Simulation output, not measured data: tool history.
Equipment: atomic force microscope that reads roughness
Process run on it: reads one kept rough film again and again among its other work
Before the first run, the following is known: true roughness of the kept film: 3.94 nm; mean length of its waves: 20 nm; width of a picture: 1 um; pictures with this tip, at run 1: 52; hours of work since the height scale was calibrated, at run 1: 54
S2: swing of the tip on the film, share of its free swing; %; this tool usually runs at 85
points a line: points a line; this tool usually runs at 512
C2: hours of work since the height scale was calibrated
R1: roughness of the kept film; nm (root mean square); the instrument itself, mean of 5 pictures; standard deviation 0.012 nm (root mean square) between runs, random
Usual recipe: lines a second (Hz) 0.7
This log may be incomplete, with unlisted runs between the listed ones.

Run 1, hour 0: usual settings; pictures with this tip 52; C2 54. Result: R1 2.826 nm (root mean square).
Run 2, hour 4.9: usual settings; pictures with this tip 56; C2 56. Result: R1 2.824 nm (root mean square).
Run 3, hour 10.1: usual settings; pictures with this tip 60; C2 58. Result: R1 2.816 nm (root mean square).
Run 4, hour 17: usual settings; pictures with this tip 65; C2 61. Result: R1 2.836 nm (root mean square).
Run 5, hour 22.4: usual settings; pictures with this tip 69; C2 64. Result: R1 2.825 nm (root mean square).
Run 6, hour 27.1: usual settings; pictures with this tip 72; C2 66. Result: R1 2.814 nm (root mean square).
Run 7, hour 33.6: usual settings; pictures with this tip 77; C2 69. Result: R1 2.825 nm (root mean square).
Run 8, hour 38.4: usual settings; pictures with this tip 81; C2 71. Result: R1 2.832 nm (root mean square).
Run 9, hour 42.3: usual settings; pictures with this tip 83; C2 73. Result: R1 2.833 nm (root mean square).
Run 10, hour 50.9: usual settings; pictures with this tip 90; C2 76. Result: R1 2.85 nm (root mean square).
Run 11, hour 57.6: usual settings; pictures with this tip 95; C2 79. Result: R1 2.828 nm (root mean square).
Run 12, hour 62.6: usual settings; pictures with this tip 98; C2 82. Result: R1 2.807 nm (root mean square).
Run 13, hour 67.7: usual settings; pictures with this tip 102; C2 84. Result: R1 2.821 nm (root mean square).
Run 14, hour 71.7: usual settings; pictures with this tip 105; C2 86. Result: R1 2.848 nm (root mean square).
Run 15, hour 80.6: usual settings; pictures with this tip 112; C2 90. Result: R1 2.834 nm (root mean square).
Run 16, hour 88.5: usual settings; pictures with this tip 118; C2 93. Result: R1 2.822 nm (root mean square).
Run 17, hour 97.2: usual settings; pictures with this tip 124; C2 97. Result: R1 2.813 nm (root mean square).
Run 18, hour 102.3: usual settings; pictures with this tip 128; C2 99. Result: R1 2.845 nm (root mean square).
Run 19, hour 109.4: usual settings; pictures with this tip 133; C2 103. Result: R1 2.83 nm (root mean square).
Run 20, hour 116.6: usual settings; pictures with this tip 139; C2 106. Result: R1 2.814 nm (root mean square).
Run 21, hour 124: usual settings; pictures with this tip 144; C2 109. Result: R1 2.828 nm (root mean square).
Run 22, hour 130.5: usual settings; pictures with this tip 149; C2 112. Result: R1 2.83 nm (root mean square).
Run 23, hour 134.6: usual settings but S2 81 %, points a line 739; pictures with this tip 152; C2 114. Result: R1 2.894 nm (root mean square).
Run 24, hour 138.5: usual settings but lines a second (Hz) 1.579, S2 63 %, points a line 950; pictures with this tip 155; C2 116. Result: R1 2.904 nm (root mean square).
Run 25, hour 146.2: usual settings but lines a second (Hz) 0.713, S2 76 %, points a line 869; pictures with this tip 160; C2 119. Result: R1 2.921 nm (root mean square).
Run 26, hour 151.6: usual settings but lines a second (Hz) 0.713, S2 78 %, points a line 479; pictures with this tip 164; C2 121. Result: R1 2.896 nm (root mean square).
Run 27, hour 158.3: usual settings but lines a second (Hz) 0.713, S2 78 %, points a line 422; pictures with this tip 169; C2 124. Result: R1 2.872 nm (root mean square).
Run 28, hour 162.8: usual settings but lines a second (Hz) 0.713, S2 78 %, points a line 422; pictures with this tip 173; C2 127. Result: R1 2.872 nm (root mean square).
Run 29, hour 167.7: usual settings but lines a second (Hz) 0.864, S2 87 %, points a line 754; pictures with this tip 176; C2 129. Result: R1 2.761 nm (root mean square).
Run 30, hour 172.3: usual settings but lines a second (Hz) 3.968, S2 78 %, points a line 404; pictures with this tip 180; C2 131. Result: R1 2.284 nm (root mean square).
Run 31, hour 176.9: usual settings but lines a second (Hz) 3.968, S2 78 %, points a line 404; pictures with this tip 183; C2 133. Result: R1 2.285 nm (root mean square).
Run 32, hour 184.7: usual settings but S2 66 %, points a line 445; pictures with this tip 189; C2 136. Result: R1 2.974 nm (root mean square).
Run 33, hour 189.8: usual settings but lines a second (Hz) 1.918, S2 60 %, points a line 526; pictures with this tip 193; C2 139. Result: R1 2.883 nm (root mean square).
Run 34, hour 196.6: usual settings but lines a second (Hz) 2.677, S2 65 %, points a line 282; pictures with this tip 198; C2 142. Result: R1 2.718 nm (root mean square).
Run 35, hour 205.7: usual settings but lines a second (Hz) 1.005, S2 60 %, points a line 729; pictures with this tip 205; C2 146. Result: R1 2.994 nm (root mean square).
Run 36, hour 215.1: usual settings but lines a second (Hz) 3.478, points a line 398; pictures with this tip 212; C2 150. Result: R1 2.16 nm (root mean square).
Run 37, hour 220.8: usual settings but lines a second (Hz) 1.578, S2 56 %, points a line 398; pictures with this tip 216; C2 152. Result: R1 2.93 nm (root mean square).
Run 38, hour 228: usual settings but lines a second (Hz) 1.578, S2 56 %, points a line 398; pictures with this tip 221; C2 156. Result: R1 2.922 nm (root mean square).
Run 39, hour 236.2: usual settings but lines a second (Hz) 3.526, S2 80 %, points a line 426; pictures with this tip 227; C2 159. Result: R1 2.292 nm (root mean square).
Run 40, hour 241.2: usual settings but lines a second (Hz) 0.793, S2 75 %, points a line 468; pictures with this tip 231; C2 162. Result: R1 2.907 nm (root mean square).
Run 41, hour 245.4: usual settings but lines a second (Hz) 0.793, S2 75 %, points a line 468; pictures with this tip 234; C2 163. Result: R1 2.853 nm (root mean square).
Run 42, hour 250.8: usual settings but lines a second (Hz) 0.793, S2 75 %, points a line 468; pictures with this tip 238; C2 166. Result: R1 2.889 nm (root mean square).

Here are 4 independent what-if runs from the current tool condition. What would each one return?
Run A, hour 258.9: usual settings but S2 63 %, points a line 545; pictures with this tip 244; C2 170. Result: R1 ?.
Run B, hour 258.9: usual settings but points a line 1017; pictures with this tip 244; C2 170. Result: R1 ?.
Run C, hour 258.9: usual settings but lines a second (Hz) 0.866, S2 86 %, points a line 536; pictures with this tip 244; C2 170. Result: R1 ?.
Run D, hour 258.9: usual settings but lines a second (Hz) 0.859, points a line 502; pictures with this tip 244; C2 170. Result: R1 ?.

run     R1
  A  2.992
  B  2.838
  C  2.757
  D  2.777
The same runs, with their run-to-run variation unchanged, on a tool lacking any hidden condition would have given:
run     R1
  A  3.004
  B  2.849
  C  2.767
  D  2.788
